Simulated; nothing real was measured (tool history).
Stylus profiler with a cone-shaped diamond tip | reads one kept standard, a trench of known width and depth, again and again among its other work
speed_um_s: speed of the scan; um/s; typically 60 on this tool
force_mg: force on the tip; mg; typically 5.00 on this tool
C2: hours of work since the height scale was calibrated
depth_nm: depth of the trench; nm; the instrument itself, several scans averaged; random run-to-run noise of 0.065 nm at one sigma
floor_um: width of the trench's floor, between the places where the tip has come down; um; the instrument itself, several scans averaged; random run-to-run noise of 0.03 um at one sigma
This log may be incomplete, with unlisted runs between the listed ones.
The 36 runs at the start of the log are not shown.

{"run": 37, "day": 15.721, "speed_um_s": 131, "force_mg": 4.73, "scans with this tip": 4583, "C2": 456, "depth_nm": 204.31, "floor_um": 16.11}
{"run": 38, "day": 16.125, "speed_um_s": 131, "force_mg": 4.73, "scans with this tip": 4642, "C2": 461, "depth_nm": 204.14, "floor_um": 16.1}
{"run": 39, "day": 16.512, "speed_um_s": 16, "force_mg": 1.75, "scans with this tip": 4700, "C2": 467, "depth_nm": 201.98, "floor_um": 16.39}
{"run": 40, "day": 16.85, "speed_um_s": 16, "force_mg": 1.75, "scans with this tip": 4749, "C2": 472, "depth_nm": 202.07, "floor_um": 16.39}
{"run": 41, "day": 17.504, "speed_um_s": 89, "force_mg": 2.39, "scans with this tip": 4846, "C2": 482, "depth_nm": 202.58, "floor_um": 16.04}
{"run": 42, "day": 18.071, "speed_um_s": 200, "force_mg": 1.97, "scans with this tip": 4929, "C2": 490, "depth_nm": 202.2, "floor_um": 15.47}
{"run": 43, "day": 18.412, "speed_um_s": 200, "force_mg": 1.97, "scans with this tip": 4979, "C2": 495, "depth_nm": 202.19, "floor_um": 15.45}
{"run": 44, "day": 18.733, "speed_um_s": 108, "force_mg": 4.67, "scans with this tip": 5027, "C2": 500, "depth_nm": 204.16, "floor_um": 16.18}
{"run": 45, "day": 19.358, "speed_um_s": 24, "force_mg": 2.09, "scans with this tip": 5119, "C2": 509, "depth_nm": 202.37, "floor_um": 16.4}
{"run": 46, "day": 19.783, "speed_um_s": 24, "force_mg": 2.74, "scans with this tip": 5181, "C2": 515, "depth_nm": 202.86, "floor_um": 16.39}
{"run": 47, "day": 20.392, "speed_um_s": 173, "force_mg": 5.42, "scans with this tip": 5271, "C2": 524, "depth_nm": 204.72, "floor_um": 15.95}
{"run": 48, "day": 20.754, "speed_um_s": 173, "force_mg": 9.71, "scans with this tip": 5325, "C2": 529, "depth_nm": 207.05, "floor_um": 16.09}

Consider 3 possible next runs. They are alternatives, not a sequence: every one starts from the tool as it was left by run 48. What does each give?
{"run": "A", "day": 21.321, "speed_um_s": 173, "force_mg": 7.5, "scans with this tip": 5408, "C2": 538, "depth_nm": "?", "floor_um": "?"}
{"run": "B", "day": 21.321, "speed_um_s": 79, "force_mg": 9.67, "scans with this tip": 5408, "C2": 538, "depth_nm": "?", "floor_um": "?"}
{"run": "C", "day": 21.321, "speed_um_s": 77, "force_mg": 3.31, "scans with this tip": 5408, "C2": 538, "depth_nm": "?", "floor_um": "?"}

run=A depth_nm=205.96 floor_um=15.98
run=B depth_nm=207.06 floor_um=16.30
run=C depth_nm=203.32 floor_um=16.10
With the hidden condition removed and each run's random variation left untouched, the same runs would have given:
run=A depth_nm=206.38 floor_um=16.73
run=B depth_nm=207.48 floor_um=17.05
run=C depth_nm=203.73 floor_um=16.85
